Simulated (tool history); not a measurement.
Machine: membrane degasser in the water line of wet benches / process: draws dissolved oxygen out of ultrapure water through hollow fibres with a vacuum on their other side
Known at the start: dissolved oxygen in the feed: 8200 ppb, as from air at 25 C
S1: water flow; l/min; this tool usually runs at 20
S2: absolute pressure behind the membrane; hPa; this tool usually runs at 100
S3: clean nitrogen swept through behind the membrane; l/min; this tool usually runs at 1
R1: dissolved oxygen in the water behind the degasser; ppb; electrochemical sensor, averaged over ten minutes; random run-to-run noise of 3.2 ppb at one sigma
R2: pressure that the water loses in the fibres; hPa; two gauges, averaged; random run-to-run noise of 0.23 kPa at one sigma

run 1 day=0 | S1=20 S2=100 S3=1 | R1=319.2 R2=598
run 2 day=3.029 | S1=20 S2=100 S3=0.5 | R1=544.2 R2=596
run 3 day=8.396 | S1=15 S2=100 S3=1 | R1=239.7 R2=443.7
run 4 day=12.512 | S1=15 S2=100 S3=1 | R1=238.8 R2=445.7
run 5 day=16.858 | S1=15 S2=100 S3=1 | R1=242.6 R2=444.2
run 6 day=21.467 | S1=15 S2=100 S3=1 | R1=239.6 R2=447.3
run 7 day=24.304 | S1=15 S2=100 S3=1 | R1=240.1 R2=444.5
run 8 day=28.033 | S1=20 S2=100 S3=2.31 | R1=167.5 R2=597.1
run 9 day=32.712 | S1=20 S2=100 S3=1 | R1=320.8 R2=592
run 10 day=38.821 | S1=20 S2=100 S3=1 | R1=319 R2=597.7
run 11 day=44.854 | S1=20 S2=100 S3=1 | R1=321.7 R2=594.3
run 12 day=51.208 | S1=13 S2=100 S3=1 | R1=205.7 R2=383.4
run 13 day=55.729 | S1=20 S2=158 S3=1 | R1=555 R2=597.2
run 14 day=60.554 | S1=20 S2=158 S3=1 | R1=557.4 R2=598.1
run 15 day=67.088 | S1=20 S2=100 S3=1 | R1=318 R2=596.7
run 16 day=71.738 | S1=20 S2=100 S3=1 | R1=327.4 R2=593.1
run 17 day=74.746 | S1=21 S2=162 S3=1 | R1=605.9 R2=622.4
run 18 day=80.608 | S1=21 S2=162 S3=1 | R1=603.2 R2=625.1
run 19 day=85.896 | S1=15 S2=100 S3=1 | R1=235.5 R2=444.7
run 20 day=89.567 | S1=14 S2=89 S3=1 | R1=186.6 R2=415.3
run 21 day=93.312 | S1=20 S2=247 S3=1.71 | R1=583 R2=595.5
run 22 day=96.354 | S1=20 S2=247 S3=1.71 | R1=582.9 R2=597.5
run 23 day=99.417 | S1=19 S2=134 S3=2.21 | R1=223.3 R2=568.3
run 24 day=102.312 | S1=25 S2=164 S3=0.51 | R1=1142.2 R2=746.7
run 25 day=105.538 | S1=13 S2=110 S3=0.45 | R1=450.5 R2=386.3
run 26 day=111.233 | S1=13 S2=110 S3=0.45 | R1=466.8 R2=383.1
run 27 day=115.129 | S1=18 S2=100 S3=1 | R1=284.8 R2=538.8
run 28 day=121.617 | S1=18 S2=164 S3=2.35 | R1=254 R2=534.1
run 29 day=124.862 | S1=17 S2=78 S3=0.74 | R1=240.6 R2=506.5
run 30 day=128.871 | S1=17 S2=66 S3=1.79 | R1=91.7 R2=506.4
run 31 day=133.138 | S1=17 S2=214 S3=1.52 | R1=471.9 R2=506.1
run 32 day=138.342 | S1=17 S2=214 S3=1.52 | R1=474.8 R2=504.7

Withheld: 2 entries from between the runs. Position of each, and hidden state at the listed run before versus the listed run after:
Runs 3 to 4: vacuum gauge calibrated (day 9.196)
  both runs share identical hidden conditions
Runs 20 to 21: seals of the vacuum lines changed (day 92.554)
  air that leaks in behind the membrane, l/min: 0.0023 -> 0.002
